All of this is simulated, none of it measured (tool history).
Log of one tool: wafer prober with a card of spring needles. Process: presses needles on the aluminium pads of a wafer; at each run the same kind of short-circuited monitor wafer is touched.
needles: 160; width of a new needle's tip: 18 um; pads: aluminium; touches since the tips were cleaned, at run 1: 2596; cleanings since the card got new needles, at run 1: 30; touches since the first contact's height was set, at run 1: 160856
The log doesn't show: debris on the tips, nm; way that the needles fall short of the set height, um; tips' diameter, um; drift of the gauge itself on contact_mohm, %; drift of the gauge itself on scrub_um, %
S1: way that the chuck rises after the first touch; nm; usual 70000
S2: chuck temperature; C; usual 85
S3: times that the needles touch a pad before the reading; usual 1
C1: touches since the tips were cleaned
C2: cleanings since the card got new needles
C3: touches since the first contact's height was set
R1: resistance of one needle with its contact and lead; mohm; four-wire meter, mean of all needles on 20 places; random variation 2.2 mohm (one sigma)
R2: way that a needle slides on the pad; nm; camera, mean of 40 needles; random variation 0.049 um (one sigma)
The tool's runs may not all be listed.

| run | hour | S1 | S2 | S3 | C1 | C2 | C3 | R1 | R2 |
|---|---|---|---|---|---|---|---|---|---|
| 1 | 0.0 | 70000 | 85 | 1 | 2596 | 30 | 160856 | 401 | 10990 |
|  | 5.1 | tips cleaned on abrasive film |
| 2 | 9.8 | 70000 | 85 | 1 | 2101 | 31 | 165188 | 519 | 10920 |
|  | 15.6 | tips cleaned on abrasive film |
| 3 | 20.8 | 70000 | 85 | 1 | 2321 | 32 | 170014 | 399 | 10820 |
|  | 25.5 | tips cleaned on abrasive film |
|  | 36.9 | tips cleaned on abrasive film |
| 4 | 39.8 | 70000 | 85 | 1 | 1305 | 34 | 178372 | 354 | 10830 |
|  | 47.9 | tips cleaned on abrasive film |
|  | 50.2 | tips cleaned on abrasive film, once more |
| 5 | 51.1 | 70000 | 85 | 1 | 430 | 36 | 183318 | 285 | 10800 |
|  | 60.4 | tips cleaned on abrasive film |
| 6 | 69.7 | 70000 | 85 | 1 | 4126 | 37 | 191507 | 452 | 10820 |
|  | 70.6 | tips cleaned on abrasive film |
|  | 81.2 | tips cleaned on abrasive film |
| 7 | 89.2 | 70000 | 85 | 1 | 3555 | 39 | 200118 | 450 | 10810 |
|  | 91.4 | tips cleaned on abrasive film |
| 8 | 98.3 | 67000 | 85 | 1 | 3078 | 40 | 204100 | 445 | 10250 |
|  | 101.5 | tips cleaned on abrasive film |
| 9 | 108.8 | 67000 | 85 | 1 | 3228 | 41 | 208727 | 467 | 10190 |
|  | 112.0 | tips cleaned on abrasive film |
|  | 122.8 | tips cleaned on abrasive film |
| 10 | 124.0 | 67000 | 85 | 1 | 532 | 43 | 215414 | 318 | 10380 |
|  | 132.7 | tips cleaned on abrasive film |
| 11 | 135.9 | 67000 | 85 | 1 | 1415 | 44 | 220647 | 385 | 10350 |
|  | 143.2 | tips cleaned on abrasive film |
| 12 | 148.4 | 70000 | 55 | 1 | 2333 | 45 | 226167 | 409 | 10690 |
|  | 153.4 | tips cleaned on abrasive film |
|  | 163.4 | tips cleaned on abrasive film |
| 13 | 166.1 | 70000 | 55 | 1 | 1181 | 47 | 233922 | 349 | 10740 |
|  | 174.2 | tips cleaned on abrasive film |
| 14 | 178.3 | 70000 | 55 | 1 | 1793 | 48 | 239293 | 377 | 10710 |
|  | 184.4 | tips cleaned on abrasive film |
| 15 | 190.1 | 70000 | 55 | 1 | 2562 | 49 | 244523 | 418 | 10690 |
|  | 195.1 | tips cleaned on abrasive film |
|  | 201.5 | height of the first contact set anew |
|  | 205.5 | tips cleaned on abrasive film |
| 16 | 209.4 | 70000 | 71 | 1 | 1766 | 51 | 3470 | 355 | 11440 |
|  | 215.5 | tips cleaned on abrasive film |
| 17 | 222.6 | 70000 | 71 | 1 | 3148 | 52 | 9271 | 408 | 11450 |
|  | 226.8 | tips cleaned on abrasive film |
| 18 | 235.1 | 70000 | 71 | 1 | 3681 | 53 | 14802 | 427 | 11610 |
|  | 238.3 | tips cleaned on abrasive film |
| 19 | 246.3 | 70000 | 110 | 3 | 3538 | 54 | 19722 | 316 | 11460 |
|  | 248.7 | tips cleaned on abrasive film |
| 20 | 256.7 | 70000 | 37 | 1 | 3557 | 55 | 24305 | 435 | 11460 |
|  | 260.2 | tips cleaned on abrasive film |
|  | 270.5 | tips cleaned on abrasive film |
| 21 | 273.7 | 70000 | 65 | 1 | 1397 | 57 | 31746 | 348 | 11300 |
|  | 281.0 | tips cleaned on abrasive film |
| 22 | 282.7 | 59000 | 85 | 2 | 737 | 58 | 35713 | 319 | 9670 |
|  | 291.5 | tips cleaned on abrasive film |
| 23 | 294.4 | 53000 | 85 | 2 | 1275 | 59 | 40862 | 370 | 8540 |
|  | 302.0 | tips cleaned on abrasive film |
| 24 | 307.6 | 81000 | 85 | 1 | 2493 | 60 | 46704 | 366 | 13180 |
|  | 312.2 | tips cleaned on abrasive film |
| 25 | 317.0 | 70000 | 37 | 1 | 2150 | 61 | 50857 | 397 | 11310 |
|  | 322.6 | tips cleaned on abrasive film |
|  | 333.0 | tips cleaned on abrasive film |
| 26 | 335.1 | 55000 | 78 | 2 | 906 | 63 | 58775 | 343 | 8820 |
|  | 344.0 | tips cleaned on abrasive film |
| 27 | 349.3 | 58000 | 31 | 2 | 2390 | 64 | 65071 | 390 | 9380 |
|  | 354.0 | tips cleaned on abrasive film |
| 28 | 360.0 | 57000 | 85 | 1 | 2669 | 65 | 69757 | 500 | 9210 |
|  | 364.3 | tips cleaned on abrasive film |
|  | 374.9 | tips cleaned on abrasive film |
| 29 | 378.8 | 86000 | 42 | 2 | 1725 | 67 | 78033 | 282 | 13810 |
|  | 385.2 | tips cleaned on abrasive film |
|  | 395.6 | tips cleaned on abrasive film |
| 30 | 395.8 | 86000 | 42 | 2 | 102 | 69 | 85507 | 238 | 13990 |
| 31 | 404.6 | 86000 | 42 | 2 | 4010 | 69 | 89415 | 321 | 13930 |
|  | 405.6 | tips cleaned on abrasive film |
|  | 416.9 | tips cleaned on abrasive film |
| 32 | 423.8 | 86000 | 42 | 2 | 3069 | 71 | 97865 | 305 | 13850 |
|  | 427.0 | tips cleaned on abrasive film |
| 33 | 435.0 | 69000 | 42 | 1 | 3569 | 72 | 102805 | 461 | 11070 |

Forecast each of these 3 alternatives for the next run:
|  | 437.1 | tips cleaned on abrasive film |
|  | 447.7 | tips cleaned on abrasive film |
| A | 452.8 | 69000 | 42 | 3 | 2277 | 74 | 110630 | ? | ? |
|  | 437.1 | tips cleaned on abrasive film |
|  | 447.7 | tips cleaned on abrasive film |
| B | 452.8 | 63000 | 42 | 1 | 2277 | 74 | 110630 | ? | ? |
|  | 437.1 | tips cleaned on abrasive film |
|  | 447.7 | tips cleaned on abrasive film |
| C | 452.8 | 70000 | 40 | 1 | 2277 | 74 | 110630 | ? | ? |

| run | R1 | R2 |
|---|---|---|
| A | 291 | 10880 |
| B | 436 | 10030 |
| C | 396 | 11120 |
Without the tool's hidden state the same runs would have given:
| run | R1 | R2 |
|---|---|---|
| A | 227 | 11200 |
| B | 233 | 10360 |
| C | 228 | 11450 |
